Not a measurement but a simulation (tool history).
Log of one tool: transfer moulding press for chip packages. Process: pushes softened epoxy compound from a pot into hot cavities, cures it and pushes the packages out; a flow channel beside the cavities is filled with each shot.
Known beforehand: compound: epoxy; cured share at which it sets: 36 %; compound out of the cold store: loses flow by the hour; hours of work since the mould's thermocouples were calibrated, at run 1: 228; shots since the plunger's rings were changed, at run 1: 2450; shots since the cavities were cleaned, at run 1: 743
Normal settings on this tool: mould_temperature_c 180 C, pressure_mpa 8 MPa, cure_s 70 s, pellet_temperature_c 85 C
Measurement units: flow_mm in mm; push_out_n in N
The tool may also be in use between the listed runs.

run,day,mould_temperature_c,pressure_mpa,cure_s,pellet_temperature_c,hours of work since the mould's thermocouples were calibrated,shots since the plunger's rings were changed,shots since the cavities were cleaned,incoming compound's hours out of the cold store,flow_mm,push_out_n
1,0,180,8,70,85,228,2450,743,47.9,524,901
# day 0.112: cavities cleaned with cleaning compound and waxed
2,0.858,185,8,70,85,243,2833,358,17.1,619,692
3,1.358,185,8,70,85,252,3076,601,32.9,564,777
# day 1.775: cavities cleaned with cleaning compound and waxed
# day 2.004: plunger's sealing rings changed
4,2.017,180,8,70,85,261,5,67,27.7,612,668
5,2.575,180,8,70,85,271,275,337,11,668,852
6,3.012,180,8.17,70,85,279,486,548,28.4,608,865
# day 3.533: cavities cleaned with cleaning compound and waxed
7,3.571,180,8,70,87,288,724,17,34.5,583,603
8,3.888,180,7.57,70,85,293,879,172,12,644,750
9,4.667,180,8,70,85,308,1254,547,17.7,634,888
# day 5.183: cavities cleaned with cleaning compound and waxed
10,5.238,174,8,70,85,317,1499,27,41.5,559,779
11,5.638,180,8,57,85,324,1691,219,39.9,557,1078
12,6.317,180,8,70,85,336,2019,547,31,583,860
# day 6.879: cavities cleaned with cleaning compound and waxed
13,7.112,181,6.11,51,82,350,2374,114,44.2,468,1290
14,7.521,181,6.11,70,93,357,2570,310,28.7,510,734
15,8.212,173,7.6,89,77,370,2904,644,42.1,536,799
# day 8.546: cavities cleaned with cleaning compound and waxed
16,8.754,185,6.48,93,76,378,3135,101,29.1,516,512
# day 9.217: plunger's sealing rings changed
17,9.575,172,8.41,97,91,391,172,446,10.4,700,743
# day 10.329: cavities cleaned with cleaning compound and waxed
18,10.329,180,8,56,84,404,507,0,35.4,584,1018
19,10.788,187,9.58,84,92,412,727,220,36.3,619,559
20,11.512,185,7.37,56,90,426,1077,570,8.3,638,1159
# day 12.004: cavities cleaned with cleaning compound and waxed
21,12.208,172,7.37,57,90,437,1382,99,47.3,526,1456
22,12.675,180,9.17,76,87,446,1608,325,47.9,569,671
23,13.433,180,9.17,76,87,459,1972,689,38.9,600,790
# day 13.679: cavities cleaned with cleaning compound and waxed
24,14.05,185,8,60,91,469,2241,180,9.7,649,788

5 ways to go on from here, each from the tool as it stands after run 24. What would each give?
A,14.496,180,7.12,68,89,477,2456,395,12.7,?,?
B,14.496,180,7.66,69,85,477,2456,395,26,?,?
C,14.496,176,7.56,70,94,477,2456,395,20.4,?,?
D,14.496,185,6.14,80,94,477,2456,395,26.9,?,?
E,14.496,180,7.86,70,85,477,2456,395,44.8,?,?

run,flow_mm,push_out_n
A,604,879
B,584,813
C,600,946
D,512,626
E,535,759
What these runs would have given with no unlogged condition in the tool:
run,flow_mm,push_out_n
A,628,683
B,607,630
C,625,743
D,532,464
E,557,583
